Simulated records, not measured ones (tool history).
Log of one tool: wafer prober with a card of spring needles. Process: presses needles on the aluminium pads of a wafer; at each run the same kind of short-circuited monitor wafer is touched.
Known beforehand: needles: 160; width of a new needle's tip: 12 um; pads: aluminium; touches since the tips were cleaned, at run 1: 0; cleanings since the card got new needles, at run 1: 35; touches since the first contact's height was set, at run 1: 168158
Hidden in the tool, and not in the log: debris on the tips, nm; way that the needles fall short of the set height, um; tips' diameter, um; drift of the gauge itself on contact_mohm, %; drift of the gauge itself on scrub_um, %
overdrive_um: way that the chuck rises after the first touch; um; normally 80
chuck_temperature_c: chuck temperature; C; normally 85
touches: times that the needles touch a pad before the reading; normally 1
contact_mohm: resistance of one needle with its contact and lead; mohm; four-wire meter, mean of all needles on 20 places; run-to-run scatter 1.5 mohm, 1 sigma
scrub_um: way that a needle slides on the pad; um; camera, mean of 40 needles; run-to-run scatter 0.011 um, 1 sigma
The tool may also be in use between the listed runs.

run	day	overdrive_um	chuck_temperature_c	touches	touches since the tips were cleaned	cleanings since the card got new needles	touches since the first contact's height was set	contact_mohm	scrub_um
1	0.000	80	85	1	0	35	168158	141	13.17
2	0.908	80	85	1	6306	35	174464	142	13.18
# day 1.283: tips cleaned on abrasive film
# day 2.608: tips cleaned on abrasive film
3	2.825	80	85	1	1497	37	187686	143	13.16
# day 3.529: height of the first contact set anew
4	3.762	80	85	1	7891	37	1596	143	13.19
# day 4.046: tips cleaned on abrasive film
# day 5.454: tips cleaned on abrasive film
5	5.508	80	85	1	400	39	13656	140	13.20
# day 6.854: tips cleaned on abrasive film
6	7.592	80	85	1	5114	40	28060	142	13.20
# day 8.133: tips cleaned on abrasive film
7	8.933	80	85	1	5528	41	37310	142	13.22
# day 9.442: tips cleaned on abrasive film
# day 10.792: tips cleaned on abrasive film
8	10.967	80	68	1	1211	43	51356	140	13.23
# day 12.208: tips cleaned on abrasive film
9	12.217	80	68	1	59	44	59985	138	13.22
10	13.238	80	68	1	7128	44	67054	137	13.20
# day 13.558: tips cleaned on abrasive film
11	14.521	80	49	1	6661	45	75924	135	13.23
# day 14.850: tips cleaned on abrasive film
# day 16.183: tips cleaned on abrasive film
12	16.421	80	49	1	1640	47	89040	137	13.24
13	17.388	98	49	1	8322	47	95722	136	16.21
# day 17.562: tips cleaned on abrasive film
# day 18.867: tips cleaned on abrasive film
14	18.867	98	49	1	7	49	105934	135	16.22
# day 20.200: tips cleaned on abrasive film
15	20.200	98	49	1	0	50	115126	131	16.23
# day 21.571: tips cleaned on abrasive film
16	22.292	80	35	1	4987	51	129605	133	13.26
# day 22.971: tips cleaned on abrasive film
# day 23.517: gauge calibrated
# day 24.338: tips cleaned on abrasive film
17	24.396	85	109	1	406	53	144120	144	14.01
# day 25.625: tips cleaned on abrasive film
18	26.183	85	109	1	3889	54	156497	146	14.00
# day 26.983: tips cleaned on abrasive film
19	27.879	84	93	1	6226	55	168219	143	13.85
# day 28.354: tips cleaned on abrasive film
# day 29.638: tips cleaned on abrasive film
20	29.900	84	93	1	1825	57	182168	143	13.86
# day 30.954: tips cleaned on abrasive film
# day 31.325: height of the first contact set anew
21	32.083	69	85	1	7748	58	5259	143	11.38
# day 32.229: tips cleaned on abrasive film
# day 33.592: tips cleaned on abrasive film
22	34.112	69	85	1	3600	60	19253	145	11.39
# day 34.979: tips cleaned on abrasive film
23	35.004	84	30	2	156	61	25402	131	13.88
24	36.146	74	38	2	8076	61	33322	134	12.26

Hidden state or all else? Some run-to-run changes of scrub_um, split into what the settings, what came in and random variation would give without the hidden state, and what is left for the hidden state (with any gauge scatter that isn't in both results):
Run 6 -> 7: tips cleaned on abrasive film. scrub_um +0.02 um: hidden state +0.02, all else +0.00.
Run 12 -> 13: overdrive_um 80 -> 98. scrub_um +2.97 um: hidden state +0.02, all else +2.95.
Run 15 -> 16: overdrive_um 98 -> 80, chuck_temperature_c 49 -> 35, tips cleaned on abrasive film. scrub_um -2.97 um: hidden state +0.00, all else -2.97.
Run 16 -> 17: overdrive_um 80 -> 85, chuck_temperature_c 35 -> 109, tips cleaned on abrasive film, gauge calibrated, tips cleaned on abrasive film. scrub_um +0.75 um: hidden state -0.09, all else +0.84.
